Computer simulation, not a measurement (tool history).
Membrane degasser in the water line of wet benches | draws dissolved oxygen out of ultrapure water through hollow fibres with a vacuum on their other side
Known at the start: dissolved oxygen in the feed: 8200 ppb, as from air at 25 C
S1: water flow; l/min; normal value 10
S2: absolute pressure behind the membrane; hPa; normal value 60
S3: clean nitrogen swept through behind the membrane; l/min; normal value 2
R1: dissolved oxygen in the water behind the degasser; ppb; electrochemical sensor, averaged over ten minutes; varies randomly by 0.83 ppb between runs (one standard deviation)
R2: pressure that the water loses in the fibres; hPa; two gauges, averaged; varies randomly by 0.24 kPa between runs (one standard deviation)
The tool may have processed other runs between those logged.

Run 1, day 0: usual settings. Result: R1 78.8 ppb, R2 642 hPa.
Run 2, day 4.496: usual settings. Result: R1 80.1 ppb, R2 638.3 hPa.
Run 3, day 10.967: usual settings. Result: R1 82.2 ppb, R2 644.8 hPa.
Run 4, day 17.017: usual settings. Result: R1 81.2 ppb, R2 642.1 hPa.
Run 5, day 22.1: usual settings. Result: R1 79.7 ppb, R2 641.5 hPa.
Run 6, day 25.108: usual settings. Result: R1 80.5 ppb, R2 643.7 hPa.
Run 7, day 32.246: usual settings but S3 3.93 l/min. Result: R1 62.9 ppb, R2 647.2 hPa.
Run 8, day 38.554: usual settings but S1 8 l/min. Result: R1 56 ppb, R2 513.1 hPa.
Run 9, day 43.996: usual settings but S2 142.1 hPa. Result: R1 179.7 ppb, R2 645.2 hPa.
Run 10, day 48.271: usual settings but S2 142.1 hPa. Result: R1 180.9 ppb, R2 645.7 hPa.
Run 11, day 53.154: usual settings but S2 142.1 hPa. Result: R1 180.3 ppb, R2 643.8 hPa.
Run 12, day 59.404: usual settings. Result: R1 80.8 ppb, R2 643.9 hPa.
Run 13, day 63.196: usual settings. Result: R1 82.2 ppb, R2 650 hPa.
Run 14, day 68.512: usual settings but S3 3.71 l/min. Result: R1 65.2 ppb, R2 643.8 hPa.
Run 15, day 75.804: usual settings but S1 13 l/min, S3 3.71 l/min. Result: R1 104.5 ppb, R2 839.8 hPa.
Run 16, day 79.067: usual settings but S1 13 l/min, S3 3.71 l/min. Result: R1 102.7 ppb, R2 837.3 hPa.
Run 17, day 83.408: usual settings but S1 13 l/min, S3 2.15 l/min. Result: R1 120.1 ppb, R2 840.2 hPa.
Run 18, day 86.571: usual settings but S1 13 l/min, S3 2.15 l/min. Result: R1 120.9 ppb, R2 839.1 hPa.
Run 19, day 93.962: usual settings but S2 85.6 hPa. Result: R1 114.5 ppb, R2 646.4 hPa.
Run 20, day 97.096: usual settings but S1 11 l/min, S2 146 hPa. Result: R1 208.4 ppb, R2 712.1 hPa.
Run 21, day 102.654: usual settings but S1 11 l/min, S2 146 hPa. Result: R1 210.5 ppb, R2 710.2 hPa.
Run 22, day 107.692: usual settings but S2 69.8 hPa, S3 4.99 l/min. Result: R1 65.3 ppb, R2 648 hPa.
Run 23, day 110.958: usual settings but S2 69.8 hPa, S3 4.99 l/min. Result: R1 66.8 ppb, R2 645.9 hPa.
Run 24, day 117.925: usual settings but S2 69.8 hPa, S3 4.99 l/min. Result: R1 65.9 ppb, R2 651.2 hPa.
Run 25, day 121.933: usual settings but S1 6 l/min, S3 1.54 l/min. Result: R1 43.1 ppb, R2 390.3 hPa.
Run 26, day 127.429: usual settings but S2 51.7 hPa. Result: R1 72.4 ppb, R2 649.2 hPa.
Run 27, day 131.071: usual settings but S1 9 l/min, S2 119.5 hPa, S3 2.51 l/min. Result: R1 116.8 ppb, R2 585.9 hPa.
At day 131.788: seals of the vacuum lines changed.
Run 28, day 138.504: usual settings but S1 9 l/min, S2 119.5 hPa, S3 2.51 l/min. Result: R1 116.6 ppb, R2 581.3 hPa.
Run 29, day 145.542: usual settings but S1 9 l/min, S2 119.5 hPa, S3 2.51 l/min. Result: R1 118 ppb, R2 587.2 hPa.
Run 30, day 149.117: usual settings but S1 14 l/min, S2 57.6 hPa, S3 1.81 l/min. Result: R1 142.2 ppb, R2 905.8 hPa.
Run 31, day 156.542: usual settings but S1 14 l/min, S2 57.6 hPa, S3 1.81 l/min. Result: R1 144.7 ppb, R2 913.6 hPa.

3 ways to go on from here, each from the tool as it stands after run 31. What would each give?
Run A, day 163.192: usual settings but S1 8 l/min, S2 58 hPa, S3 1.3 l/min. Result: R1 ?, R2 ?.
Run B, day 163.192: usual settings but S1 14 l/min, S2 57.6 hPa, S3 1.3 l/min. Result: R1 ?, R2 ?.
Run C, day 163.192: usual settings but S1 6 l/min, S2 51.6 hPa. Result: R1 ?, R2 ?.

run     R1     R2
  A   69.7  520.1
  B  164.5  911.3
  C   30.3  392.2
Without the tool's unlogged condition, the same runs would have read:
run     R1     R2
  A   64.1  511.1
  B  152.6  895.5
  C   27.4  385.4

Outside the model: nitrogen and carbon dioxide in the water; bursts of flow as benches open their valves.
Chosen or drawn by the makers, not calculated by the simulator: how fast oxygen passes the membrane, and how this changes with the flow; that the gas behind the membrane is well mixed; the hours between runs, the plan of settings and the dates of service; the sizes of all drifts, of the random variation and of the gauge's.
